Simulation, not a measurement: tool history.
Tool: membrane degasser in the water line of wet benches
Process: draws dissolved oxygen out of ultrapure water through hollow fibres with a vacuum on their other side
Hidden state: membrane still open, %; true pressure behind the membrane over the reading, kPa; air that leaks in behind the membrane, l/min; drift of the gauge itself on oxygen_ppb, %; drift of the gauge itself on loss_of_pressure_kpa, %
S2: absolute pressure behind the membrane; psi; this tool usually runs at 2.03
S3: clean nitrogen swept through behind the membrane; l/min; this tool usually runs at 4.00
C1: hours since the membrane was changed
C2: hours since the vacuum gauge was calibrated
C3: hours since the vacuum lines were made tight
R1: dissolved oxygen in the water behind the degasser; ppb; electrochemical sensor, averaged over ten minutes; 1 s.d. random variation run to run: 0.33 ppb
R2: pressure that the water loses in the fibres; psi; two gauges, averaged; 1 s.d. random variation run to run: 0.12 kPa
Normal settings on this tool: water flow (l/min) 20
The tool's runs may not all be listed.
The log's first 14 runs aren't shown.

Run 15, hour 2303.0: usual settings; C1 9264; C2 560; C3 4273. Result: R1 142.5 ppb, R2 6.373 psi.
At hour 2335.2: vacuum gauge calibrated, once more.
Run 16, hour 2455.9: usual settings but S2 3.68 psi; C1 9417; C2 121; C3 4425. Result: R1 278.4 ppb, R2 6.402 psi.
Run 17, hour 2631.6: usual settings but water flow (l/min) 24, S2 3.68 psi, S3 5.78 l/min; C1 9592; C2 296; C3 4601. Result: R1 241.2 ppb, R2 7.638 psi.
Run 18, hour 2882.5: usual settings but water flow (l/min) 24, S2 3.68 psi, S3 5.78 l/min; C1 9843; C2 547; C3 4852. Result: R1 241.0 ppb, R2 7.642 psi.
Run 19, hour 3080.6: usual settings but water flow (l/min) 19, S2 1.29 psi; C1 10041; C2 745; C3 5050. Result: R1 74.5 ppb, R2 6.055 psi.
At hour 3134.2: seals of the vacuum lines changed.
Run 20, hour 3263.8: usual settings but water flow (l/min) 19, S2 1.29 psi; C1 10223; C2 927; C3 130. Result: R1 73.4 ppb, R2 6.052 psi.
Run 21, hour 3475.8: usual settings but S2 3.51 psi, S3 11.90 l/min; C1 10435; C2 1139; C3 342. Result: R1 96.5 ppb, R2 6.376 psi.
Run 22, hour 3654.5: usual settings but water flow (l/min) 28, S2 4.68 psi, S3 1.88 l/min; C1 10613; C2 1317; C3 520. Result: R1 919.9 ppb, R2 8.998 psi.
Run 23, hour 3794.6: usual settings but water flow (l/min) 28, S2 1.75 psi, S3 3.20 l/min; C1 10753; C2 1457; C3 660. Result: R1 209.3 ppb, R2 8.968 psi.
Run 24, hour 3989.4: usual settings but water flow (l/min) 26, S2 2.47 psi; C1 10948; C2 1652; C3 855. Result: R1 234.5 ppb, R2 8.328 psi.
Run 25, hour 4151.0: usual settings but water flow (l/min) 15, S2 3.06 psi, S3 8.34 l/min; C1 11110; C2 1814; C3 1017. Result: R1 83.3 ppb, R2 4.788 psi.
Run 26, hour 4303.7: usual settings but water flow (l/min) 31, S3 3.19 l/min; C1 11262; C2 1966; C3 1170. Result: R1 280.7 ppb, R2 9.974 psi.
Run 27, hour 4412.5: usual settings but water flow (l/min) 31, S3 3.19 l/min; C1 11371; C2 2075; C3 1278. Result: R1 280.7 ppb, R2 9.977 psi.
Run 28, hour 4648.1: usual settings but water flow (l/min) 31, S2 2.73 psi, S3 11.05 l/min; C1 11607; C2 2311; C3 1514. Result: R1 146.3 ppb, R2 9.986 psi.
Run 29, hour 4888.7: usual settings but water flow (l/min) 16, S3 6.63 l/min; C1 11847; C2 2551; C3 1755. Result: R1 69.1 ppb, R2 5.127 psi.
Run 30, hour 5091.6: usual settings but water flow (l/min) 28, S2 1.29 psi, S3 6.51 l/min; C1 12050; C2 2754; C3 1957. Result: R1 90.0 ppb, R2 9.020 psi.
Run 31, hour 5256.3: usual settings but water flow (l/min) 28, S2 1.29 psi, S3 6.51 l/min; C1 12215; C2 2919; C3 2122. Result: R1 90.0 ppb, R2 9.061 psi.
Run 32, hour 5425.9: usual settings but water flow (l/min) 28, S2 1.29 psi, S3 6.51 l/min; C1 12385; C2 3089; C3 2292. Result: R1 90.5 ppb, R2 8.985 psi.

Alternative continuations, all from the tool just after run 32; predict every row:
Run A, hour 5672.9: usual settings but water flow (l/min) 17, S2 1.29 psi, S3 6.51 l/min; C1 12632; C2 3336; C3 2539. Result: R1 ?, R2 ?.
Run B, hour 5672.9: usual settings but water flow (l/min) 22, S2 1.29 psi, S3 11.28 l/min; C1 12632; C2 3336; C3 2539. Result: R1 ?, R2 ?.
Run C, hour 5672.9: usual settings but water flow (l/min) 28, S2 1.29 psi, S3 6.04 l/min; C1 12632; C2 3336; C3 2539. Result: R1 ?, R2 ?.

run    R1     R2
  A  43.1  5.493
  B  41.8  7.136
  C  94.9  9.063
Without the tool's hidden state the same runs would have given:
run    R1     R2
  A  40.6  5.220
  B  37.4  6.782
  C  86.4  8.614
